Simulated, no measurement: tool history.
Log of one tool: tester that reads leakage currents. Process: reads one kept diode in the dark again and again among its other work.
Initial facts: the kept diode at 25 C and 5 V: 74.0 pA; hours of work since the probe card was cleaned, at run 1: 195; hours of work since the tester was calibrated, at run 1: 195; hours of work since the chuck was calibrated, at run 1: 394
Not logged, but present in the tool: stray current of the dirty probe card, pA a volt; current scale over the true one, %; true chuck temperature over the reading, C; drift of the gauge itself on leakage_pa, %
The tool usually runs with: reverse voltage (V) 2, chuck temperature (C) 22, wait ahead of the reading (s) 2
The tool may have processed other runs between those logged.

| run | hour | reverse voltage (V) | chuck temperature (C) | wait ahead of the reading (s) | hours of work since the probe card was cleaned | hours of work since the tester was calibrated | hours of work since the chuck was calibrated | current that the tester gives (pA) |
|---|---|---|---|---|---|---|---|---|
| 1 | 0 | 2 | 22 | 2 | 195 | 195 | 394 | 40.96 |
| 2 | 122.2 | 2 | 22 | 2 | 263 | 263 | 462 | 40.79 |
| 3 | 202.3 | 2 | 22 | 2 | 308 | 308 | 506 | 40.99 |
|  | 268.8 | chuck's temperature calibrated |
| 4 | 306.2 | 13.94 | 22 | 2 | 364 | 364 | 21 | 83.15 |
| 5 | 370.6 | 2 | 22 | 2 | 400 | 400 | 56 | 40.81 |
| 6 | 427.8 | 2 | 22 | 2 | 432 | 432 | 88 | 40.93 |
| 7 | 560 | 2 | 22 | 2 | 505 | 505 | 162 | 40.59 |
| 8 | 664.1 | 2 | 22 | 2 | 563 | 563 | 219 | 40.95 |
| 9 | 758.2 | 2 | 29 | 2 | 615 | 615 | 271 | 77.58 |
| 10 | 889.7 | 2 | 22 | 2 | 688 | 688 | 344 | 40.97 |
| 11 | 968.8 | 2 | 29 | 2 | 732 | 732 | 388 | 77.57 |
| 12 | 1060.1 | 2 | 29 | 2 | 782 | 782 | 439 | 77.39 |
| 13 | 1122.2 | 2 | 29 | 2 | 817 | 817 | 473 | 77.57 |
| 14 | 1234 | 2 | 22 | 2 | 879 | 879 | 535 | 40.97 |
|  | 1252.1 | chuck's temperature calibrated |
| 15 | 1350.6 | 2 | 22 | 2 | 942 | 942 | 55 | 41.01 |
| 16 | 1427.3 | 2 | 22 | 2 | 985 | 985 | 97 | 41.19 |
| 17 | 1507 | 2 | 22 | 2 | 1029 | 1029 | 141 | 41.05 |
| 18 | 1584.1 | 2 | 22 | 2 | 1072 | 1072 | 184 | 41.14 |
| 19 | 1668.8 | 2 | 22 | 2 | 1119 | 1119 | 231 | 41 |
| 20 | 1797.3 | 2 | 22 | 2 | 1190 | 1190 | 302 | 40.97 |
| 21 | 1913.7 | 12.37 | 33 | 3.02 | 1255 | 1255 | 367 | 210.35 |
| 22 | 2009.9 | 12.37 | 33 | 3.02 | 1308 | 1308 | 420 | 210.81 |
| 23 | 2096.9 | 13.87 | 33 | 3.02 | 1356 | 1356 | 469 | 218.98 |
| 24 | 2202.5 | 8.75 | 56 | 0.67 | 1415 | 1415 | 527 | 1196.55 |
|  | 2237.7 | chuck's temperature calibrated |
| 25 | 2302 | 2 | 35 | 2 | 1469 | 1469 | 36 | 131.22 |
| 26 | 2392.1 | 2 | 34 | 4.59 | 1519 | 1519 | 86 | 119.86 |
| 27 | 2483.8 | 5.79 | 22 | 2 | 1570 | 1570 | 136 | 60.28 |
| 28 | 2570.4 | 5.79 | 22 | 2 | 1618 | 1618 | 185 | 60.08 |
| 29 | 2629.6 | 19.33 | 57 | 7.15 | 1650 | 1650 | 217 | 1702.6 |
| 30 | 2740.8 | 19.33 | 57 | 7.15 | 1712 | 1712 | 279 | 1707.91 |
| 31 | 2848 | 19.33 | 57 | 7.15 | 1772 | 1772 | 338 | 1706.31 |
| 32 | 2981.8 | 19.33 | 57 | 7.15 | 1846 | 1846 | 413 | 1711.76 |
| 33 | 3096 | 19.33 | 57 | 7.15 | 1909 | 1909 | 476 | 1706.53 |
| 34 | 3200.6 | 19.33 | 57 | 0.44 | 1967 | 1967 | 534 | 1721.51 |
|  | 3219.6 | chuck's temperature calibrated |
| 35 | 3284.9 | 9.15 | 51 | 9.99 | 2013 | 2013 | 36 | 829.04 |
| 36 | 3362 | 9.15 | 51 | 9.99 | 2056 | 2056 | 79 | 830.99 |
| 37 | 3439.8 | 2 | 34 | 6.13 | 2099 | 2099 | 122 | 119.71 |
| 38 | 3535.2 | 17.67 | 23 | 4.14 | 2152 | 2152 | 175 | 98.12 |
| 39 | 3640.7 | 5.87 | 45 | 1.38 | 2210 | 2210 | 234 | 440.01 |

Some steps in current that the tester gives (pA) between neighbouring runs. How much of each would the tool show without its hidden state too (settings, what came in, random variation), and how much is left for the hidden state, with any gauge scatter that isn't in both results?
Run 23 -> 24: reverse voltage (V) 13.87 -> 8.75, chuck temperature (C) 33 -> 56, wait ahead of the reading (s) 3.02 -> 0.67. current that the tester gives (pA) +977.57: hidden state +0.79, all else +976.78.
Run 24 -> 25: reverse voltage (V) 8.75 -> 2, chuck temperature (C) 56 -> 35, wait ahead of the reading (s) 0.67 -> 2, chuck's temperature calibrated. current that the tester gives (pA) -1065.33: hidden state -1.02, all else -1064.31.
Run 28 -> 29: reverse voltage (V) 5.79 -> 19.33, chuck temperature (C) 22 -> 57, wait ahead of the reading (s) 2 -> 7.15. current that the tester gives (pA) +1642.52: hidden state +0.57, all else +1641.95.
Run 34 -> 35: reverse voltage (V) 19.33 -> 9.15, chuck temperature (C) 57 -> 51, wait ahead of the reading (s) 0.44 -> 9.99, chuck's temperature calibrated. current that the tester gives (pA) -892.47: hidden state -1.3, all else -891.17.
